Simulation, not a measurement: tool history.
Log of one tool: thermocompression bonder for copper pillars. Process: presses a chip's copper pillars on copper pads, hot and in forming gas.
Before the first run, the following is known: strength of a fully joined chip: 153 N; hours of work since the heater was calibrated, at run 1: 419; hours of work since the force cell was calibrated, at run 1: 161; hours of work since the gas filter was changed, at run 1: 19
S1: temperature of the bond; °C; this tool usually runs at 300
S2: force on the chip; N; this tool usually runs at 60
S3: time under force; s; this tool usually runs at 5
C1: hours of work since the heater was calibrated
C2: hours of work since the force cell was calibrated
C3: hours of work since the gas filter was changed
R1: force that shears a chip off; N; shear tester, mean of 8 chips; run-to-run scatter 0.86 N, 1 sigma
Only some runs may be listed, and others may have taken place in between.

{"run": 1, "hour": 0.0, "S1": 300, "S2": 60, "S3": 5, "C1": 419, "C2": 161, "C3": 19, "R1": 64.6}
{"run": 2, "hour": 7.4, "S1": 300, "S2": 60, "S3": 5, "C1": 422, "C2": 165, "C3": 23, "R1": 64.3}
{"run": 3, "hour": 16.6, "S1": 300, "S2": 60, "S3": 5, "C1": 426, "C2": 169, "C3": 27, "R1": 66.4}
{"run": 4, "hour": 28.7, "S1": 300, "S2": 60, "S3": 5, "C1": 432, "C2": 175, "C3": 33, "R1": 64.5}
{"run": 5, "hour": 36.0, "S1": 320, "S2": 60, "S3": 5, "C1": 435, "C2": 178, "C3": 36, "R1": 77.6}
{"run": 6, "hour": 49.9, "S1": 300, "S2": 60, "S3": 5, "C1": 442, "C2": 185, "C3": 43, "R1": 64.7}
{"run": 7, "hour": 56.6, "S1": 300, "S2": 60, "S3": 5, "C1": 445, "C2": 188, "C3": 46, "R1": 65}
{"run": 8, "hour": 67.1, "S1": 300, "S2": 60, "S3": 5, "C1": 450, "C2": 193, "C3": 51, "R1": 64.7}
{"run": 9, "hour": 77.7, "S1": 286, "S2": 60, "S3": 5, "C1": 455, "C2": 198, "C3": 56, "R1": 55.3}
{"run": 10, "hour": 87.3, "S1": 286, "S2": 60, "S3": 5, "C1": 459, "C2": 202, "C3": 60, "R1": 55.3}
{"run": 11, "hour": 96.4, "S1": 286, "S2": 60, "S3": 5, "C1": 464, "C2": 207, "C3": 64, "R1": 54.4}
{"run": 12, "hour": 106.4, "S1": 300, "S2": 60, "S3": 5, "C1": 468, "C2": 211, "C3": 69, "R1": 62.2}
{"run": 13, "hour": 113.1, "S1": 300, "S2": 60, "S3": 5, "C1": 472, "C2": 214, "C3": 72, "R1": 63.7}
{"run": 14, "hour": 122.1, "S1": 300, "S2": 60, "S3": 5, "C1": 476, "C2": 219, "C3": 76, "R1": 62.9}
{"run": 15, "hour": 131.5, "S1": 287, "S2": 60, "S3": 5, "C1": 480, "C2": 223, "C3": 81, "R1": 55}
{"run": 16, "hour": 139.6, "S1": 304, "S2": 60, "S3": 5, "C1": 484, "C2": 227, "C3": 85, "R1": 62.8}
{"run": 17, "hour": 148.8, "S1": 304, "S2": 60, "S3": 5, "C1": 488, "C2": 231, "C3": 89, "R1": 63.5}
{"run": 18, "hour": 164.4, "S1": 304, "S2": 60, "S3": 5, "C1": 496, "C2": 238, "C3": 96, "R1": 63.7}
{"run": 19, "hour": 180.4, "S1": 300, "S2": 60, "S3": 5, "C1": 503, "C2": 246, "C3": 104, "R1": 61.4}
{"run": 20, "hour": 187.1, "S1": 300, "S2": 60, "S3": 5, "C1": 506, "C2": 249, "C3": 107, "R1": 60.5}
{"run": 21, "hour": 202.7, "S1": 292, "S2": 50, "S3": 6, "C1": 513, "C2": 256, "C3": 114, "R1": 53.7}
{"run": 22, "hour": 210.7, "S1": 308, "S2": 61, "S3": 6, "C1": 517, "C2": 260, "C3": 118, "R1": 69.5}
{"run": 23, "hour": 220.7, "S1": 308, "S2": 61, "S3": 6, "C1": 522, "C2": 265, "C3": 122, "R1": 69.2}
{"run": 24, "hour": 228.3, "S1": 300, "S2": 41, "S3": 7, "C1": 525, "C2": 268, "C3": 126, "R1": 53.8}
{"run": 25, "hour": 239.9, "S1": 271, "S2": 60, "S3": 6, "C1": 531, "C2": 274, "C3": 131, "R1": 48.7}
{"run": 26, "hour": 248.4, "S1": 300, "S2": 68, "S3": 3, "C1": 535, "C2": 278, "C3": 135, "R1": 52.9}
{"run": 27, "hour": 263.8, "S1": 289, "S2": 39, "S3": 4, "C1": 542, "C2": 285, "C3": 143, "R1": 36.1}
{"run": 28, "hour": 277.2, "S1": 289, "S2": 71, "S3": 7, "C1": 548, "C2": 291, "C3": 149, "R1": 67.2}
{"run": 29, "hour": 292.4, "S1": 289, "S2": 71, "S3": 7, "C1": 555, "C2": 298, "C3": 156, "R1": 67.2}
{"run": 30, "hour": 308.6, "S1": 289, "S2": 71, "S3": 7, "C1": 563, "C2": 306, "C3": 164, "R1": 65.8}
{"run": 31, "hour": 319.8, "S1": 289, "S2": 71, "S3": 7, "C1": 568, "C2": 311, "C3": 169, "R1": 65.7}
{"run": 32, "hour": 328.9, "S1": 289, "S2": 71, "S3": 7, "C1": 573, "C2": 315, "C3": 173, "R1": 66.5}
{"run": 33, "hour": 345.1, "S1": 316, "S2": 60, "S3": 5, "C1": 580, "C2": 323, "C3": 181, "R1": 65.8}
{"run": 34, "hour": 353.9, "S1": 316, "S2": 60, "S3": 5, "C1": 584, "C2": 327, "C3": 185, "R1": 65.9}
{"run": 35, "hour": 370.3, "S1": 316, "S2": 60, "S3": 5, "C1": 592, "C2": 335, "C3": 192, "R1": 64.5}
{"run": 36, "hour": 384.1, "S1": 300, "S2": 43, "S3": 14, "C1": 598, "C2": 341, "C3": 199, "R1": 66.9}
{"hour": 392.6, "done": "forming gas filter changed"}
{"run": 37, "hour": 393.4, "S1": 325, "S2": 55, "S3": 6, "C1": 602, "C2": 345, "C3": 0, "R1": 81.8}
{"run": 38, "hour": 407.9, "S1": 306, "S2": 44, "S3": 5, "C1": 609, "C2": 352, "C3": 7, "R1": 55.9}
{"run": 39, "hour": 423.7, "S1": 327, "S2": 44, "S3": 12, "C1": 617, "C2": 359, "C3": 15, "R1": 89.2}

Run by run, hidden condition taken away, random variation retained:
Unlogged tool condition in this case: true temperature of the bond over the reading, C; force that reaches the chip, % of what is set; oxide that the forming gas leaves, % of the face; drift of the gauge itself on shear_n, %.
run=1 R1=69.3
run=2 R1=69.2
run=3 R1=71.6
run=4 R1=69.9
run=5 R1=83.5
run=6 R1=70.6
run=7 R1=71
run=8 R1=71
run=9 R1=61.3
run=10 R1=61.5
run=11 R1=60.8
run=12 R1=69.2
run=13 R1=71
run=14 R1=70.3
run=15 R1=62.1
run=16 R1=70.6
run=17 R1=71.7
run=18 R1=72.2
run=19 R1=70.1
run=20 R1=69.5
run=21 R1=62.3
run=22 R1=79.8
run=23 R1=79.7
run=24 R1=62.7
run=25 R1=57.8
run=26 R1=62.2
run=27 R1=43.2
run=28 R1=79.4
run=29 R1=79.7
run=30 R1=78.6
run=31 R1=78.8
run=32 R1=80
run=33 R1=79.3
run=34 R1=79.7
run=35 R1=78.5
run=36 R1=82
run=37 R1=88.1
run=38 R1=61.5
run=39 R1=96.3

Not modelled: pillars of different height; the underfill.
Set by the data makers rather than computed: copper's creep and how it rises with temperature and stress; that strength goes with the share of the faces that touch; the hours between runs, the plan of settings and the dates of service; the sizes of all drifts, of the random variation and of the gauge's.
